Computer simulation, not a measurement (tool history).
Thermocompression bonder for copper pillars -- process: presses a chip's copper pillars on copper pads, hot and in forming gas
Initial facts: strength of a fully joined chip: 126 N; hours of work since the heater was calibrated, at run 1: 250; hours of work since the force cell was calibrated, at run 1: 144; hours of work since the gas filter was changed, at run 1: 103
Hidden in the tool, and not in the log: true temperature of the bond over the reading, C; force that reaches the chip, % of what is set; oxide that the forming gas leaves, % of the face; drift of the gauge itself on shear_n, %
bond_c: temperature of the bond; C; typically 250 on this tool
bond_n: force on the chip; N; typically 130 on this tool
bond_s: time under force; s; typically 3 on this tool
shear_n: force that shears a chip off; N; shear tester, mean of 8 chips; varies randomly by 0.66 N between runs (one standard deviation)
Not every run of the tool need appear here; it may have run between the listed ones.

| run | hour | bond_c | bond_n | bond_s | hours of work since the heater was calibrated | hours of work since the force cell was calibrated | hours of work since the gas filter was changed | shear_n |
|---|---|---|---|---|---|---|---|---|
| 1 | 0 | 250 | 130 | 3 | 250 | 144 | 103 | 56 |
| 2 | 27.5 | 250 | 130 | 3 | 271 | 165 | 124 | 55.7 |
| 3 | 47.4 | 247 | 130 | 3 | 286 | 180 | 139 | 54 |
| 4 | 67 | 247 | 130 | 3 | 301 | 195 | 154 | 55.4 |
| 5 | 82.4 | 247 | 130 | 3 | 312 | 207 | 166 | 54.2 |
| 6 | 100.7 | 250 | 130 | 3 | 326 | 221 | 180 | 56.4 |
| 7 | 114.8 | 250 | 130 | 3 | 337 | 231 | 190 | 56 |
| 8 | 136.1 | 250 | 130 | 3 | 353 | 248 | 206 | 55.8 |
| 9 | 168.1 | 255 | 130 | 3 | 377 | 272 | 231 | 59.9 |
| 10 | 186.6 | 250 | 130 | 3 | 391 | 286 | 245 | 55.8 |
| 11 | 217 | 250 | 130 | 3 | 415 | 309 | 268 | 56.9 |
| 12 | 245.9 | 250 | 130 | 3 | 437 | 331 | 290 | 55.4 |
| 13 | 265 | 250 | 141 | 3 | 451 | 346 | 304 | 57.2 |
| 14 | 298.2 | 246 | 130 | 3 | 476 | 371 | 330 | 53.1 |
| 15 | 327.1 | 250 | 130 | 3 | 498 | 393 | 352 | 56.1 |
| 16 | 354.4 | 250 | 185 | 3 | 519 | 414 | 372 | 66 |
| 17 | 372.7 | 250 | 130 | 3 | 533 | 427 | 386 | 55.4 |
|  | 382.6 | forming gas filter changed |
| 18 | 404.8 | 250 | 130 | 3 | 557 | 451 | 17 | 61.6 |
|  | 414 | heater calibrated with a thermocouple chip |
| 19 | 421.6 | 250 | 130 | 3 | 6 | 463 | 28 | 53.7 |
| 20 | 453.2 | 250 | 130 | 3 | 30 | 487 | 52 | 55.9 |
|  | 457.5 | force cell calibrated |
| 21 | 476.2 | 241 | 93 | 5 | 46 | 14 | 69 | 47.8 |
| 22 | 504.4 | 233 | 176 | 2 | 68 | 36 | 90 | 43.4 |
|  | 523.8 | force cell calibrated, once more |
| 23 | 531.5 | 250 | 154 | 3 | 87 | 6 | 109 | 58.8 |
| 24 | 564 | 250 | 110 | 3 | 112 | 31 | 134 | 48.4 |
| 25 | 583.6 | 250 | 110 | 3 | 127 | 45 | 149 | 48.2 |
| 26 | 608.7 | 265 | 102 | 3 | 146 | 65 | 168 | 57.5 |
| 27 | 630.9 | 258 | 118 | 3 | 163 | 81 | 185 | 56.6 |
| 28 | 651.4 | 254 | 82 | 3 | 178 | 97 | 201 | 43.9 |
| 29 | 682.3 | 254 | 82 | 3 | 202 | 120 | 224 | 43.4 |
| 30 | 710.9 | 254 | 82 | 3 | 223 | 142 | 246 | 42.7 |
| 31 | 727.9 | 250 | 130 | 3 | 236 | 155 | 259 | 53 |
| 32 | 761.4 | 250 | 130 | 3 | 262 | 181 | 284 | 53.5 |
| 33 | 788.7 | 250 | 91 | 3 | 283 | 201 | 305 | 43.3 |
| 34 | 802.7 | 250 | 133 | 3 | 293 | 212 | 316 | 53.8 |
| 35 | 823.4 | 250 | 131 | 8 | 309 | 228 | 331 | 72.6 |
| 36 | 843.5 | 230 | 173 | 4 | 324 | 243 | 347 | 52.7 |
| 37 | 860.6 | 230 | 173 | 4 | 337 | 256 | 360 | 52 |
| 38 | 890.6 | 264 | 130 | 6 | 360 | 279 | 382 | 78.1 |
|  | 904.9 | forming gas filter changed |
| 39 | 916.9 | 267 | 139 | 3 | 380 | 298 | 9 | 75.8 |

For some of the steps in shear_n from one run to the next: how much would appear even if the tool had no hidden state, given the settings, what came in and random variation, and how much remains for the hidden state plus any gauge scatter that the measured result and the result without hidden state don't share?
Run 17 -> 18: forming gas filter changed. shear_n +6.2 N: hidden state +5.9, all else +0.3.
Run 18 -> 19: heater calibrated with a thermocouple chip. shear_n -7.9 N: hidden state -7.4, all else -0.5.
Run 34 -> 35: bond_n 133 -> 131, bond_s 3 -> 8. shear_n +18.8 N: hidden state -1.2, all else +20.
Run 35 -> 36: bond_c 250 -> 230, bond_n 131 -> 173, bond_s 8 -> 4. shear_n -19.9 N: hidden state +1.6, all else -21.5.
Run 37 -> 38: bond_c 230 -> 264, bond_n 173 -> 130, bond_s 4 -> 6. shear_n +26.1 N: hidden state -2.4, all else +28.5.
Run 38 -> 39: bond_c 264 -> 267, bond_n 130 -> 139, bond_s 6 -> 3, forming gas filter changed. shear_n -2.3 N: hidden state +7.6, all else -9.9.
